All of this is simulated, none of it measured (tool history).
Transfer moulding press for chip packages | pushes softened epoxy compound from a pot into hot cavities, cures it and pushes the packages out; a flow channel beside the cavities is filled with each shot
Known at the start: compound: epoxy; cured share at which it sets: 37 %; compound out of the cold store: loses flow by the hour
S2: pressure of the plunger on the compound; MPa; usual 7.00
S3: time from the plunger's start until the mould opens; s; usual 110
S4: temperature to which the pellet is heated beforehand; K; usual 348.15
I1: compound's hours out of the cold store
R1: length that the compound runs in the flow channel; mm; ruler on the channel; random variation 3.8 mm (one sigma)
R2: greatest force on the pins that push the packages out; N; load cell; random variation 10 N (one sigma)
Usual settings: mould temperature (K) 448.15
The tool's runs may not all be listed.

Run 1, hour 0.0: usual settings; I1 14.4. Result: R1 505 mm, R2 633 N.
At hour 32.6: cavities cleaned with cleaning compound and waxed.
Run 2, hour 55.4: usual settings; I1 16.7. Result: R1 507 mm, R2 648 N.
At hour 91.4: cavities cleaned with cleaning compound and waxed.
Run 3, hour 96.9: usual settings but S2 5.54 MPa; I1 14.3. Result: R1 445 mm, R2 490 N.
Run 4, hour 126.3: usual settings but S4 353.15 K; I1 43.6. Result: R1 448 mm, R2 693 N.
At hour 149.2: cavities cleaned with cleaning compound and waxed.
Run 5, hour 161.4: usual settings but S4 353.15 K; I1 8.1. Result: R1 508 mm, R2 594 N.
At hour 207.5: cavities cleaned with cleaning compound and waxed.
Run 6, hour 217.6: usual settings but S4 353.15 K; I1 28.0. Result: R1 467 mm, R2 538 N.
At hour 242.8: mould's thermocouples calibrated.
Run 7, hour 258.2: usual settings but S4 353.15 K; I1 37.0. Result: R1 447 mm, R2 732 N.
At hour 270.5: cavities cleaned with cleaning compound and waxed.
Run 8, hour 324.7: usual settings but mould temperature (K) 451.15; I1 39.4. Result: R1 432 mm, R2 732 N.
At hour 331.7: cavities cleaned with cleaning compound and waxed.
Run 9, hour 378.8: usual settings but mould temperature (K) 451.15; I1 33.5. Result: R1 432 mm, R2 684 N.
At hour 389.9: cavities cleaned with cleaning compound and waxed.
At hour 420.1: mould's thermocouples calibrated, once more.
Run 10, hour 435.2: usual settings but mould temperature (K) 451.15; I1 9.8. Result: R1 473 mm, R2 706 N.
At hour 450.7: cavities cleaned with cleaning compound and waxed.
Run 11, hour 482.8: usual settings but mould temperature (K) 451.15; I1 19.5. Result: R1 451 mm, R2 637 N.
At hour 510.0: cavities cleaned with cleaning compound and waxed.
Run 12, hour 511.6: usual settings but S4 344.15 K; I1 35.8. Result: R1 433 mm, R2 502 N.
Run 13, hour 548.6: usual settings but S4 344.15 K; I1 26.0. Result: R1 446 mm, R2 751 N.
At hour 565.8: plunger's sealing rings changed.
At hour 571.1: cavities cleaned with cleaning compound and waxed.
Run 14, hour 597.7: usual settings but S4 344.15 K; I1 21.4. Result: R1 510 mm, R2 674 N.
At hour 628.2: cavities cleaned with cleaning compound and waxed.
Run 15, hour 645.5: usual settings but mould temperature (K) 445.15, S2 6.46 MPa, S3 142 s, S4 342.15 K; I1 8.9. Result: R1 516 mm, R2 569 N.
Run 16, hour 679.5: usual settings but S4 347.15 K; I1 15.5. Result: R1 506 mm, R2 755 N.
At hour 685.0: cavities cleaned with cleaning compound and waxed.
Run 17, hour 718.7: usual settings but S2 5.50 MPa, S3 115 s, S4 341.15 K; I1 11.8. Result: R1 454 mm, R2 674 N.
At hour 745.5: cavities cleaned with cleaning compound and waxed.
Run 18, hour 772.0: usual settings but mould temperature (K) 450.15, S2 5.71 MPa, S3 115 s, S4 341.15 K; I1 16.4. Result: R1 444 mm, R2 615 N.
At hour 805.0: cavities cleaned with cleaning compound and waxed.
Run 19, hour 832.9: usual settings but mould temperature (K) 454.15, S2 5.71 MPa, S3 115 s, S4 344.15 K; I1 21.6. Result: R1 425 mm, R2 623 N.

Forecast run 20:
At hour 864.7: cavities cleaned with cleaning compound and waxed.
Run 20, hour 880.8: usual settings but mould temperature (K) 449.15, S2 5.71 MPa, S3 112 s, S4 344.15 K; I1 10.8. Result: R1 ?, R2 ?.

Run 20 gave R1 450 mm, R2 591 N.
Without the tool's hidden state the same run would have given R1 476 mm, R2 439 N.
